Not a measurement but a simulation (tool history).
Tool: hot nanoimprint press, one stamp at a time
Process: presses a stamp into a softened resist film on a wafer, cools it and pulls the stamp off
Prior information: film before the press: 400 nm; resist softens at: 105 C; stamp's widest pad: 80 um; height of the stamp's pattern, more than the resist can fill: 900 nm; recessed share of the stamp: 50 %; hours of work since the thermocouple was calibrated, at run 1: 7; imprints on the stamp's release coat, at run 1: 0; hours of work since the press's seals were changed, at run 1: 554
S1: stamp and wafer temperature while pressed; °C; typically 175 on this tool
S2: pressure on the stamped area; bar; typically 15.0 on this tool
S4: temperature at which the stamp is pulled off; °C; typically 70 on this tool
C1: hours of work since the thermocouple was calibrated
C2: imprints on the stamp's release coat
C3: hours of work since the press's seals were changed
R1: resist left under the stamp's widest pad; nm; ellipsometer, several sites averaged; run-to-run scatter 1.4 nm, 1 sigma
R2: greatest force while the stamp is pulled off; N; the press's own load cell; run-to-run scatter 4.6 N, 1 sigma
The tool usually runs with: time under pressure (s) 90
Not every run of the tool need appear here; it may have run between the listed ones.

Run 1, day 0.000: usual settings; C1 7; C2 0; C3 554. Result: R1 228.3 nm, R2 220 N.
At day 1.317: press's hydraulic seals changed and the load cell set to zero.
Run 2, day 2.304: usual settings; C1 44; C2 264; C3 18. Result: R1 224.5 nm, R2 226 N.
Run 3, day 4.438: usual settings but S1 166 °C; C1 84; C2 550; C3 58. Result: R1 312.4 nm, R2 221 N.
Run 4, day 7.679: usual settings but S1 166 °C; C1 145; C2 984; C3 119. Result: R1 307.9 nm, R2 224 N.
Run 5, day 9.592: usual settings but S2 22.4 bar; C1 180; C2 1241; C3 155. Result: R1 190.1 nm, R2 231 N.
Run 6, day 13.375: usual settings but S2 22.4 bar; C1 251; C2 1748; C3 226. Result: R1 188.0 nm, R2 227 N.
At day 13.829: plate thermocouple calibrated.
At day 14.800: stamp cleaned and given a new release coat.
Run 7, day 16.904: usual settings but S2 22.4 bar, time under pressure (s) 154; C1 53; C2 282; C3 285. Result: R1 152.8 nm, R2 222 N.
Run 8, day 19.175: usual settings but S2 22.4 bar, time under pressure (s) 154; C1 95; C2 586; C3 327. Result: R1 154.7 nm, R2 219 N.
Run 9, day 23.033: usual settings but S2 22.4 bar, time under pressure (s) 76; C1 168; C2 1103; C3 400. Result: R1 200.9 nm, R2 225 N.
Run 10, day 26.167: usual settings but S2 22.4 bar, time under pressure (s) 76; C1 226; C2 1522; C3 458. Result: R1 199.8 nm, R2 229 N.
At day 27.871: plate thermocouple calibrated.
Run 11, day 28.000: usual settings but S2 22.4 bar, time under pressure (s) 76; C1 2; C2 1752; C3 490. Result: R1 199.3 nm, R2 221 N.
At day 29.358: stamp cleaned and given a new release coat.
Run 12, day 31.846: usual settings but S2 22.4 bar, time under pressure (s) 76; C1 70; C2 334; C3 558. Result: R1 199.2 nm, R2 224 N.
At day 32.700: press's hydraulic seals changed and the load cell set to zero.
Run 13, day 34.412: usual settings but S2 22.4 bar, time under pressure (s) 76; C1 112; C2 633; C3 32. Result: R1 200.3 nm, R2 236 N.
Run 14, day 37.600: usual settings but S1 163 °C, S2 14.9 bar, time under pressure (s) 56, S4 60 °C; C1 171; C2 1060; C3 92. Result: R1 354.4 nm, R2 248 N.
Run 15, day 40.354: usual settings but S4 71 °C; C1 223; C2 1429; C3 143. Result: R1 224.4 nm, R2 227 N.
At day 42.129: plate thermocouple calibrated.
Run 16, day 43.242: usual settings but S1 171 °C, time under pressure (s) 103, S4 71 °C; C1 21; C2 1799; C3 195. Result: R1 253.5 nm, R2 217 N.
At day 44.246: stamp cleaned and given a new release coat.
Run 17, day 46.367: usual settings but S1 174 °C, time under pressure (s) 69, S4 58 °C; C1 75; C2 284; C3 249. Result: R1 254.7 nm, R2 252 N.
Run 18, day 48.488: usual settings but S1 182 °C, S2 17.9 bar, time under pressure (s) 112, S4 58 °C; C1 114; C2 568; C3 289. Result: R1 139.9 nm, R2 251 N.
Run 19, day 51.796: usual settings but S1 182 °C, S2 17.9 bar, time under pressure (s) 112, S4 58 °C; C1 176; C2 1011; C3 350. Result: R1 138.9 nm, R2 258 N.
Run 20, day 54.350: usual settings but S1 185 °C, S2 14.2 bar, time under pressure (s) 55, S4 63 °C; C1 224; C2 1354; C3 398. Result: R1 180.7 nm, R2 240 N.
At day 56.146: plate thermocouple calibrated.
Run 21, day 57.292: usual settings but S1 185 °C, S2 9.3 bar, time under pressure (s) 84, S4 63 °C; C1 22; C2 1731; C3 451. Result: R1 189.3 nm, R2 253 N.
At day 58.575: stamp cleaned and given a new release coat.
Run 22, day 59.467: usual settings but S1 185 °C, S2 9.3 bar, time under pressure (s) 84, S4 63 °C; C1 58; C2 119; C3 487. Result: R1 190.9 nm, R2 245 N.
Run 23, day 62.129: usual settings but S1 185 °C, S2 9.3 bar, time under pressure (s) 84, S4 63 °C; C1 107; C2 476; C3 537. Result: R1 192.6 nm, R2 232 N.
At day 64.279: press's hydraulic seals changed and the load cell set to zero.
Run 24, day 65.617: usual settings but S1 185 °C, S2 9.3 bar, time under pressure (s) 84, S4 63 °C; C1 166; C2 898; C3 25. Result: R1 190.5 nm, R2 243 N.

5 options for the next run, each taken on its own from the tool as it stands now. Forecast them:
Run A, day 67.888: usual settings but S1 164 °C, S2 9.3 bar, time under pressure (s) 84, S4 68 °C; C1 209; C2 1203; C3 68. Result: R1 ?, R2 ?.
Run B, day 67.888: usual settings but S2 21.0 bar, time under pressure (s) 64, S4 60 °C; C1 209; C2 1203; C3 68. Result: R1 ?, R2 ?.
Run C, day 67.888: usual settings but S1 183 °C, S2 9.3 bar, time under pressure (s) 87, S4 64 °C; C1 209; C2 1203; C3 68. Result: R1 ?, R2 ?.
Run D, day 67.888: usual settings but S1 168 °C, S2 19.5 bar, time under pressure (s) 84, S4 67 °C; C1 209; C2 1203; C3 68. Result: R1 ?, R2 ?.
Run E, day 67.888: usual settings but S1 185 °C, S2 22.1 bar, time under pressure (s) 99; C1 209; C2 1203; C3 68. Result: R1 ?, R2 ?.

run     R1   R2
  A  358.9  238
  B  217.3  256
  C  205.5  242
  D  272.7  234
  E  113.5  231
Stripped of hidden state, with their random variation kept, the same runs would have yielded:
run     R1   R2
  A  358.7  235
  B  217.0  253
  C  205.3  239
  D  272.4  231
  E  113.4  228
